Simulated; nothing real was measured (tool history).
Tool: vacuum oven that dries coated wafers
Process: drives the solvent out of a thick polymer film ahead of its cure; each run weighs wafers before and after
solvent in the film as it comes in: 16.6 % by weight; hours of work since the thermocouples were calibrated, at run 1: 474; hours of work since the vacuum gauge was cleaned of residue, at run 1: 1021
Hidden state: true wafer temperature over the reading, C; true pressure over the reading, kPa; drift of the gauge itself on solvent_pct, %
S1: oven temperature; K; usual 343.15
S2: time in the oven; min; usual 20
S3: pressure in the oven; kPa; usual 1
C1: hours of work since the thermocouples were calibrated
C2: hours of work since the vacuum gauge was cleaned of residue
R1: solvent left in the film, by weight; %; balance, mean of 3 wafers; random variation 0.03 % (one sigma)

run   hour      S1  S2    S3   C1    C2    R1
  1      0  343.15  20     1  474  1021  3.87
  2   13.8  343.15  14     1  485  1032  5.47
  3   27.2  343.15  14     1  496  1043  5.52
  4   38.4  343.15  20     1  505  1051  3.89
  5     50  343.15  20     1  514  1061  3.91
  6   64.9  343.15  20     1  525  1072  3.92
  7     79  343.15  20     1  537  1083  3.92
  8     89  343.15  20     1  544  1091  3.92
  9  103.7  343.15  20     1  556  1103  3.89
 10  114.2  335.15  20     1  564  1111  5.95
 11  130.7  335.15  20     1  578  1124  6.08
 12  145.1  335.15  20     1  589  1136  6.14
 13    158  335.15  20     1  599  1146  5.95
 14    172  335.15  20     1  610  1157  6.03
 15  188.5  335.15  20     1  623  1170  6.05
 16  201.6  337.15  20     1  633  1180  5.48
     204.3  -- vacuum gauge cleaned of residue and calibrated
 17  218.4  337.15  20     1  646    11  5.47
 18  229.9  343.15  20   1.3  655    20  4.18
 19  241.1  343.15  20   1.3  663    29  4.18
 20  251.2  343.15  20   1.3  671    37  4.12
 21  267.1  343.15  20     1  684    50  3.86
 22  274.2  343.15  20     1  690    55  3.87
 23  290.6  343.15  20     1  703    68  3.92
 24  300.4  343.15  20     1  710    76  3.88
 25  309.9  343.15  24     1  718    83  3.15
 26  319.6  343.15  24     1  726    91  3.11
 27  330.7  343.15  24     1  734   100  3.19
 28  340.4  343.15  24     1  742   107  3.15
 29    352  343.15  27  0.74  751   117  2.45
 30  362.9  334.15  29  2.87  760   125  7.07
 31  370.3  342.15  33  0.78  766   131  2.09
 32  378.7  333.15  13  0.78  772   138  8.14
 33  391.9  333.15  20  0.78  783   148  6.39
 34    408  333.15  20  0.78  795   161  6.26
 35  421.9  338.15  30  1.15  806   172  3.61
 36  428.8  346.15  21  0.73  812   177  2.78
 37  439.9  346.15  21  0.73  821   186  2.75
 38  456.3  346.15  21  0.73  833   199  2.74
 39  468.6  346.15  21  0.73  843   209  2.75
 40  480.9  331.15  10  1.64  853   219  10.4
 41  490.5  332.15  10     1  860   226  9.68
 42  501.2  331.15  10     1  869   234  9.85

Forecast each of these 5 alternatives for the next run:
  A  513.9  346.15  32     1  879  245   ?
  B  513.9  330.15  24  1.73  879  245   ?
  C  513.9  331.15  24  0.52  879  245   ?
  D  513.9  358.15  16  1.03  879  245   ?
  E  513.9  338.15  24  1.95  879  245   ?

run    R1
  A  1.72
  B  7.62
  C  5.74
  D  1.72
  E  5.35
Without the tool's hidden state the same runs would have given:
run    R1
  A  1.72
  B  7.63
  C  5.75
  D  1.72
  E  5.37
